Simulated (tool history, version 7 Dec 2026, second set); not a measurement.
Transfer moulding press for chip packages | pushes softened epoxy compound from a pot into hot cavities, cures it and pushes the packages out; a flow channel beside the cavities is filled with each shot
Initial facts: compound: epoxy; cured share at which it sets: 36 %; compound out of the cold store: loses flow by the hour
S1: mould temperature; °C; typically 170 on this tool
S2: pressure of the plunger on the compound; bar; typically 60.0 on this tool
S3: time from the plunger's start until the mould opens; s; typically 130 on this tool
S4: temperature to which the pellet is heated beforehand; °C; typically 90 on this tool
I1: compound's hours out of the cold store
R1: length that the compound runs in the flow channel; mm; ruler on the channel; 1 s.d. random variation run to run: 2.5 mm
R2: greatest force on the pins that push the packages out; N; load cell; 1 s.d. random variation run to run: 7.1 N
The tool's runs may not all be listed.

run 1 day=0.000 | S1=170 S2=60.0 S3=130 S4=90 | I1=40.4 | R1=676 R2=297
run 2 day=1.629 | S1=170 S2=60.0 S3=130 S4=90 | I1=45.0 | R1=666 R2=403
-- day=3.358 cavities cleaned with cleaning compound and waxed
run 3 day=3.596 | S1=170 S2=60.0 S3=130 S4=90 | I1=15.9 | R1=710 R2=573
run 4 day=5.533 | S1=170 S2=56.6 S3=130 S4=90 | I1=9.7 | R1=705 R2=552
-- day=6.683 cavities cleaned with cleaning compound and waxed
run 5 day=7.000 | S1=170 S2=56.6 S3=130 S4=90 | I1=24.7 | R1=675 R2=313
run 6 day=8.529 | S1=170 S2=56.6 S3=130 S4=90 | I1=38.0 | R1=646 R2=410
-- day=9.862 cavities cleaned with cleaning compound and waxed
run 7 day=10.862 | S1=170 S2=56.6 S3=130 S4=90 | I1=20.5 | R1=674 R2=361
-- day=13.096 cavities cleaned with cleaning compound and waxed
run 8 day=13.488 | S1=170 S2=62.6 S3=130 S4=90 | I1=19.6 | R1=702 R2=312
-- day=15.167 mould's thermocouples calibrated
-- day=15.271 plunger's sealing rings changed
-- day=15.854 cavities cleaned with cleaning compound and waxed, once more
run 9 day=16.346 | S1=170 S2=60.0 S3=130 S4=90 | I1=26.1 | R1=709 R2=346
run 10 day=18.346 | S1=170 S2=60.0 S3=130 S4=90 | I1=36.9 | R1=684 R2=465
-- day=19.079 cavities cleaned with cleaning compound and waxed
run 11 day=19.633 | S1=170 S2=60.0 S3=130 S4=90 | I1=9.1 | R1=732 R2=344
-- day=22.342 cavities cleaned with cleaning compound and waxed
run 12 day=22.342 | S1=170 S2=60.0 S3=130 S4=90 | I1=37.8 | R1=676 R2=302
run 13 day=23.829 | S1=170 S2=57.4 S3=130 S4=90 | I1=31.7 | R1=668 R2=413
-- day=25.562 cavities cleaned with cleaning compound and waxed
run 14 day=25.808 | S1=170 S2=57.4 S3=130 S4=90 | I1=8.1 | R1=706 R2=346
run 15 day=28.312 | S1=170 S2=57.4 S3=130 S4=90 | I1=42.1 | R1=642 R2=474
-- day=28.800 cavities cleaned with cleaning compound and waxed
run 16 day=29.983 | S1=168 S2=51.8 S3=130 S4=90 | I1=26.6 | R1=638 R2=404
-- day=31.996 cavities cleaned with cleaning compound and waxed
-- day=32.279 plunger's sealing rings changed
run 17 day=32.996 | S1=171 S2=60.0 S3=121 S4=82 | I1=46.3 | R1=672 R2=400
-- day=35.400 cavities cleaned with cleaning compound and waxed
run 18 day=35.400 | S1=171 S2=52.7 S3=153 S4=100 | I1=31.1 | R1=647 R2=278
run 19 day=36.842 | S1=171 S2=52.7 S3=153 S4=99 | I1=34.7 | R1=639 R2=366
run 20 day=38.412 | S1=171 S2=52.7 S3=153 S4=88 | I1=44.6 | R1=623 R2=446
-- day=38.738 cavities cleaned with cleaning compound and waxed
run 21 day=39.917 | S1=170 S2=60.0 S3=165 S4=90 | I1=24.5 | R1=701 R2=356
-- day=42.058 cavities cleaned with cleaning compound and waxed
run 22 day=42.675 | S1=170 S2=60.0 S3=165 S4=90 | I1=44.3 | R1=657 R2=310
-- day=45.321 cavities cleaned with cleaning compound and waxed
run 23 day=45.479 | S1=166 S2=62.7 S3=165 S4=81 | I1=45.4 | R1=671 R2=281
run 24 day=46.871 | S1=166 S2=55.5 S3=165 S4=83 | I1=17.8 | R1=678 R2=377
-- day=48.642 cavities cleaned with cleaning compound and waxed
run 25 day=48.700 | S1=170 S2=61.0 S3=130 S4=91 | I1=22.6 | R1=688 R2=296
-- day=49.075 plunger's sealing rings changed
run 26 day=50.300 | S1=168 S2=61.0 S3=130 S4=91 | I1=39.6 | R1=690 R2=414

For some of the steps in R1 from one run to the next: how much would appear even if the tool had no hidden state, given the settings, what came in and random variation, and how much remains for the hidden state plus any gauge scatter that the measured result and the result without hidden state don't share?
Hidden state present: true mould temperature over the reading, C; pressure that reaches the compound, % of what is set; grip of the stained cavities, % over clean ones'; drift of the gauge itself on flow_mm, %; drift of the gauge itself on push_out_n, %.
Run 8 -> 9: S2 62.6 -> 60.0, mould's thermocouples calibrated, plunger's sealing rings changed, cavities cleaned with cleaning compound and waxed, once more. R1 +7 mm: hidden state +34, all else -27.
Run 14 -> 15: nothing adjusted, nothing logged. R1 -64 mm: hidden state -2, all else -62.
Run 20 -> 21: S1 171 -> 170, S2 52.7 -> 60.0, S3 153 -> 165, S4 88 -> 90, cavities cleaned with cleaning compound and waxed. R1 +78 mm: hidden state -5, all else +83.
Run 25 -> 26: S1 170 -> 168, plunger's sealing rings changed. R1 +2 mm: hidden state +29, all else -27.

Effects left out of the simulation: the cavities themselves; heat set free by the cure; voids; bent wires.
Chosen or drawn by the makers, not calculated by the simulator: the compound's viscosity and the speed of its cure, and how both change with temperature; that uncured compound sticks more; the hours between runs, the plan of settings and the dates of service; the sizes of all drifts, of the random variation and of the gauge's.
